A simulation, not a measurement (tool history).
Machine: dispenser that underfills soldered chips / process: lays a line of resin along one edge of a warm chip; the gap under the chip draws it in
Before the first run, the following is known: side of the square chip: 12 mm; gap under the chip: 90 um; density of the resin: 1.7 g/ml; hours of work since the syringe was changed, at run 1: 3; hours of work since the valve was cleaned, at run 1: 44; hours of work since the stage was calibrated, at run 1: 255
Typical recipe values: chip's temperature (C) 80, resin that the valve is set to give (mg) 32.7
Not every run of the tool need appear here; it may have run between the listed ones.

run   hour  chip's temperature (C)  resin that the valve is set to give (mg)  hours of work since the syringe was changed  hours of work since the valve was cleaned  hours of work since the stage was calibrated  time until the resin shows at the far edge (s)  resin that the valve gave (mg)
  1      0                      80                                      32.7                                            3                                         44                                           255                                           104.8                           31.63
       6.1  -- new syringe of resin
  2    8.8                      80                                        37                                            2                                         50                                           261                                           103.1                           35.75
  3   13.1                      80                                      41.5                                            5                                         53                                           265                                           120.3                           40.18
      15.7  -- new syringe of resin
  4   18.2                      80                                      41.5                                            2                                         57                                           268                                            96.7                           40.12
      21.1  -- dispensing valve cleaned and set on the balance
      26.6  -- new syringe of resin
  5     28                      80                                      31.3                                            1                                          5                                           274                                              96                           31.09
  6   32.3                      80                                      32.7                                            4                                          8                                           278                                           112.3                           32.57
      35.9  -- new syringe of resin
  7   38.1                      80                                      32.7                                            2                                         12                                           282                                              98                           32.47
  8   43.1                      80                                      34.5                                            5                                         16                                           285                                           118.6                           34.32
      45.2  -- new syringe of resin
  9   48.6                      80                                      32.7                                            3                                         20                                           289                                           105.6                           32.39
 10   53.3                      80                                      32.7                                            6                                         23                                           293                                             126                           32.25
      54.8  -- new syringe of resin
 11   59.5                      80                                      33.2                                            3                                         27                                           297                                           109.4                           32.64
 12   63.6                      80                                      33.2                                            7                                         31                                           300                                           128.3                           32.63
      64.5  -- new syringe of resin
 13   68.7                      80                                      35.7                                            3                                         34                                           304                                           105.4                           35.07
      74.4  -- new syringe of resin
 14   78.5                      80                                      35.7                                            3                                         41                                           311                                           103.7                           34.86
      83.8  -- new syringe of resin
 15   85.7                      80                                      32.7                                            1                                         46                                           316                                            95.2                           31.88
 16   91.5                      80                                      32.7                                            6                                         51                                           320                                           121.9                           31.83
      93.2  -- new syringe of resin
 17  100.1                      70                                      32.7                                            5                                         57                                           326                                           197.1                           31.57
     102.8  -- new syringe of resin
     103.8  -- dispensing valve cleaned and set on the balance
 18    109                      70                                      32.7                                            4                                          4                                           332                                           180.7                            32.6
     113.5  -- new syringe of resin
 19  114.9                      84                                      32.7                                            1                                          8                                           336                                              78                            32.6
     122.7  -- new syringe of resin
 20  124.7                      84                                        34                                            1                                         15                                           343                                            78.9                           33.68
 21  129.5                      69                                      34.6                                            5                                         19                                           346                                           196.1                            34.1
     132.1  -- new syringe of resin
 22  136.3                      71                                      33.5                                            3                                         23                                           351                                           160.2                           32.96
     141.6  -- new syringe of resin
 23    145                      72                                      36.6                                            3                                         30                                           357                                           150.7                           35.99
     150.9  -- new syringe of resin
 24  150.9                      72                                      36.6                                            0                                         34                                           362                                           127.8                           35.87
     160.3  -- new syringe of resin
 25  160.3                      72                                      36.6                                            0                                         40                                           368                                           129.6                            35.7
 26  166.2                      72                                      30.9                                            4                                         45                                           373                                           166.2                           30.14
       170  -- new syringe of resin
 27  170.9                      75                                      28.8                                            1                                         48                                           376                                           123.3                           28.03
     179.4  -- new syringe of resin
 28  180.5                      83                                      31.5                                            1                                         55                                           383                                            80.4                           30.55
     186.4  -- dispensing valve cleaned and set on the balance
     189.8  -- new syringe of resin
 29  190.2                      95                                      40.8                                            0                                          3                                           389                                            43.8                           40.75
 30  194.8                      95                                      40.8                                            4                                          6                                           392                                            51.9                           40.63
       199  -- new syringe of resin
 31  204.1                      70                                      32.7                                            4                                         13                                           399                                           174.4                           32.48
     208.8  -- new syringe of resin
 32  210.4                      70                                      30.3                                            1                                         17                                           404                                           158.4                           30.07
 33  217.2                      80                                      37.7                                            6                                         22                                           409                                           121.6                           37.32
     218.3  -- new syringe of resin
 34  225.7                      86                                      30.7                                            6                                         28                                           415                                            91.4                           30.36
     227.7  -- new syringe of resin
 35  232.5                      86                                      30.7                                            4                                         33                                           419                                            81.6                           30.01
     237.3  -- new syringe of resin
 36  241.8                      86                                      30.7                                            3                                         40                                           426                                            78.9                           29.98

Hidden state or all else? Some run-to-run changes of time until the resin shows at the far edge (s), split into what the settings, what came in and random variation would give without the hidden state, and what is left for the hidden state (with any gauge scatter that isn't in both results):
Unlogged tool condition in this case: resin's viscosity, % of fresh resin's; dose that the valve gives, % of what is set; true chip temperature over the reading, C; drift of the gauge itself on fill_s, %; drift of the gauge itself on given_mg, %.
Run 18 -> 19: chip's temperature (C) 70 -> 84, new syringe of resin. time until the resin shows at the far edge (s) -102.7: hidden state -20.7, all else -82.
Run 20 -> 21: chip's temperature (C) 84 -> 69, resin that the valve is set to give (mg) 34 -> 34.6. time until the resin shows at the far edge (s) +117.2: hidden state +31.4, all else +85.8.
Run 25 -> 26: resin that the valve is set to give (mg) 36.6 -> 30.9. time until the resin shows at the far edge (s) +36.6: hidden state +34.8, all else +1.8.
Run 30 -> 31: chip's temperature (C) 95 -> 70, resin that the valve is set to give (mg) 40.8 -> 32.7, new syringe of resin. time until the resin shows at the far edge (s) +122.5: hidden state +10, all else +112.5.
Run 32 -> 33: chip's temperature (C) 70 -> 80, resin that the valve is set to give (mg) 30.3 -> 37.7. time until the resin shows at the far edge (s) -36.8: hidden state +31.9, all else -68.7.

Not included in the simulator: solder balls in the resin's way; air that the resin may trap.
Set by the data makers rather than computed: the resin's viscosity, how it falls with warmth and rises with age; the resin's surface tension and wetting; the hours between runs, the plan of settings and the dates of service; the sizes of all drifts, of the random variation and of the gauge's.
